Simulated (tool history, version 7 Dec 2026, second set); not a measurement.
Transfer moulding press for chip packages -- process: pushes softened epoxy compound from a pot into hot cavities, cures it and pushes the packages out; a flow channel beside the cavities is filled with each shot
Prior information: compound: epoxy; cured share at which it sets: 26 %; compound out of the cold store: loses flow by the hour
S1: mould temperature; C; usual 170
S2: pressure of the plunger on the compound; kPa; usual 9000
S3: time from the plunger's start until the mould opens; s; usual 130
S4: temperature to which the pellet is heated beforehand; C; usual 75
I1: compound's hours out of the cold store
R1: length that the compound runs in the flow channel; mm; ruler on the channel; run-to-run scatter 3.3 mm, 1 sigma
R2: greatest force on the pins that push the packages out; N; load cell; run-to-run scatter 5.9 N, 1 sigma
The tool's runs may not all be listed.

| run | day | S1 | S2 | S3 | S4 | I1 | R1 | R2 |
|---|---|---|---|---|---|---|---|---|
| 1 | 0 | 170 | 9000 | 130 | 75 | 33.2 | 542 | 350 |
|  | 2.508 | cavities cleaned with cleaning compound and waxed |
| 2 | 3.283 | 170 | 9000 | 130 | 75 | 16.1 | 564 | 396 |
| 3 | 5.167 | 170 | 9000 | 130 | 75 | 38.9 | 531 | 357 |
| 4 | 9.046 | 170 | 9000 | 130 | 75 | 26.2 | 534 | 388 |
|  | 10.004 | cavities cleaned with cleaning compound and waxed |
|  | 11.283 | cavities cleaned with cleaning compound and waxed, once more |
| 5 | 12.929 | 170 | 9000 | 130 | 75 | 37 | 522 | 302 |
|  | 14.458 | mould's thermocouples calibrated |
| 6 | 14.938 | 170 | 9000 | 130 | 75 | 25 | 535 | 315 |
| 7 | 16.579 | 170 | 10900 | 130 | 75 | 34.6 | 566 | 328 |
|  | 18.675 | cavities cleaned with cleaning compound and waxed |
| 8 | 19.358 | 170 | 10900 | 130 | 75 | 47.4 | 543 | 228 |
|  | 21.812 | plunger's sealing rings changed |
| 9 | 22.729 | 170 | 10900 | 130 | 75 | 8.1 | 644 | 331 |
|  | 25.938 | cavities cleaned with cleaning compound and waxed |
| 10 | 26.121 | 170 | 9000 | 130 | 85 | 21.9 | 559 | 227 |
| 11 | 28.008 | 168 | 9000 | 167 | 85 | 20.3 | 560 | 225 |
| 12 | 31.375 | 168 | 9000 | 167 | 85 | 40.1 | 530 | 260 |
|  | 33.058 | cavities cleaned with cleaning compound and waxed |
| 13 | 34.775 | 176 | 8420 | 130 | 70 | 36.9 | 496 | 214 |
| 14 | 38.725 | 177 | 9000 | 130 | 75 | 36 | 511 | 263 |
|  | 40.271 | cavities cleaned with cleaning compound and waxed |
| 15 | 40.788 | 170 | 8220 | 130 | 85 | 13.9 | 521 | 246 |
| 16 | 44.321 | 170 | 8220 | 130 | 85 | 19.7 | 521 | 312 |
| 17 | 46.754 | 170 | 9000 | 130 | 77 | 14.9 | 544 | 357 |
|  | 47.45 | cavities cleaned with cleaning compound and waxed |
|  | 48.292 | plunger's sealing rings changed |
| 18 | 50.292 | 164 | 9000 | 125 | 69 | 30.8 | 565 | 497 |
| 19 | 52.133 | 164 | 9000 | 125 | 69 | 19.3 | 583 | 589 |

Forecast each of these 5 alternatives for the next run:
| A | 53.938 | 170 | 9000 | 155 | 75 | 33.3 | ? | ? |
| B | 53.938 | 164 | 6970 | 137 | 69 | 37.8 | ? | ? |
| C | 53.938 | 164 | 8260 | 125 | 69 | 46.7 | ? | ? |
| D | 53.938 | 164 | 9000 | 125 | 66 | 21.9 | ? | ? |
| E | 53.938 | 165 | 9000 | 140 | 69 | 11.1 | ? | ? |

| run | R1 | R2 |
|---|---|---|
| A | 548 | 281 |
| B | 483 | 462 |
| C | 513 | 559 |
| D | 574 | 622 |
| E | 588 | 443 |
Without the tool's hidden state the same runs would have given:
| run | R1 | R2 |
|---|---|---|
| A | 555 | 180 |
| B | 489 | 288 |
| C | 520 | 350 |
| D | 582 | 389 |
| E | 596 | 280 |
